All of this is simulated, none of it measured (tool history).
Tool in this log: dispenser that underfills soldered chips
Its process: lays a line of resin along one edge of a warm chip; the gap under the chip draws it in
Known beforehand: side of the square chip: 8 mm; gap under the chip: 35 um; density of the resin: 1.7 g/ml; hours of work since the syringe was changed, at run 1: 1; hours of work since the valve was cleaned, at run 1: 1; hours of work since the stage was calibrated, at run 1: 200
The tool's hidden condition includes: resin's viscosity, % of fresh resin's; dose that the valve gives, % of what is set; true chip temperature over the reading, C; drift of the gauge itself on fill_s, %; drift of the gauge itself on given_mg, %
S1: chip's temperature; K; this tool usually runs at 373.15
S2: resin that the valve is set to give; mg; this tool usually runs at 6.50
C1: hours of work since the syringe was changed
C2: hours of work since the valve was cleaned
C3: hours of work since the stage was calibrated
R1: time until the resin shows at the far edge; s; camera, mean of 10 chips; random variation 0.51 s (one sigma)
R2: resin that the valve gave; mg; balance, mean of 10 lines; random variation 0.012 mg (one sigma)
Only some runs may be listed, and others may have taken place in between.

| run | hour | S1 | S2 | C1 | C2 | C3 | R1 | R2 |
|---|---|---|---|---|---|---|---|---|
| 1 | 0.0 | 373.15 | 6.50 | 1 | 1 | 200 | 44.9 | 6.52 |
| 2 | 12.3 | 370.15 | 6.50 | 8 | 8 | 207 | 69.3 | 6.49 |
|  | 17.0 | new syringe of resin |
| 3 | 21.4 | 370.15 | 6.50 | 3 | 13 | 212 | 53.8 | 6.48 |
|  | 35.0 | new syringe of resin |
| 4 | 35.0 | 373.15 | 7.64 | 0 | 21 | 220 | 42.8 | 7.57 |
| 5 | 44.5 | 373.15 | 6.50 | 6 | 27 | 226 | 57.1 | 6.42 |
|  | 53.4 | new syringe of resin |
| 6 | 56.0 | 373.15 | 6.50 | 2 | 34 | 233 | 47.8 | 6.41 |
|  | 67.8 | dispensing valve cleaned and set on the balance |
| 7 | 69.5 | 379.15 | 6.50 | 9 | 1 | 240 | 56.8 | 6.48 |
|  | 72.8 | new syringe of resin |
| 8 | 80.3 | 379.15 | 6.50 | 5 | 7 | 247 | 46.7 | 6.47 |
| 9 | 87.4 | 379.15 | 6.50 | 9 | 12 | 251 | 57.7 | 6.48 |
|  | 90.8 | new syringe of resin |
| 10 | 93.6 | 379.15 | 6.50 | 2 | 15 | 255 | 38.8 | 6.44 |
| 11 | 100.3 | 379.15 | 6.50 | 6 | 19 | 259 | 47.9 | 6.44 |
|  | 109.4 | new syringe of resin |
| 12 | 112.7 | 379.15 | 6.50 | 2 | 27 | 266 | 41.2 | 6.43 |
| 13 | 118.1 | 373.15 | 6.50 | 5 | 30 | 269 | 58.1 | 6.41 |
|  | 127.3 | new syringe of resin |
| 14 | 129.7 | 369.15 | 6.50 | 1 | 37 | 276 | 53.0 | 6.39 |
|  | 137.3 | dispensing valve cleaned and set on the balance |
| 15 | 140.8 | 378.15 | 6.50 | 8 | 2 | 282 | 53.6 | 6.50 |
|  | 146.8 | new syringe of resin |
| 16 | 151.6 | 373.15 | 7.16 | 3 | 8 | 288 | 51.2 | 7.10 |
| 17 | 161.3 | 366.15 | 7.16 | 9 | 14 | 294 | 84.3 | 7.12 |
|  | 164.9 | new syringe of resin |
| 18 | 173.2 | 366.15 | 7.16 | 5 | 21 | 301 | 70.6 | 7.07 |
| 19 | 178.9 | 366.15 | 7.16 | 8 | 25 | 305 | 83.8 | 7.08 |
|  | 183.0 | new syringe of resin |
| 20 | 188.6 | 366.15 | 7.16 | 3 | 30 | 310 | 65.4 | 7.05 |
| 21 | 194.2 | 384.15 | 8.08 | 7 | 34 | 314 | 44.2 | 7.95 |
|  | 202.0 | new syringe of resin |
|  | 206.8 | dispensing valve cleaned and set on the balance |
| 22 | 208.8 | 384.15 | 6.50 | 3 | 1 | 322 | 38.3 | 6.51 |
| 23 | 217.4 | 384.15 | 6.50 | 9 | 6 | 327 | 49.2 | 6.50 |

Run 24 has not been measured yet. What should we expect?
|  | 221.7 | new syringe of resin |
| 24 | 223.3 | 382.15 | 5.80 | 1 | 10 | 330 | ? | ? |

R1: 36.2 s
R2: 5.80 mg
If the tool had no hidden condition, the same run with the same run-to-run variation would have returned R1 32.0 s, R2 5.83 mg.

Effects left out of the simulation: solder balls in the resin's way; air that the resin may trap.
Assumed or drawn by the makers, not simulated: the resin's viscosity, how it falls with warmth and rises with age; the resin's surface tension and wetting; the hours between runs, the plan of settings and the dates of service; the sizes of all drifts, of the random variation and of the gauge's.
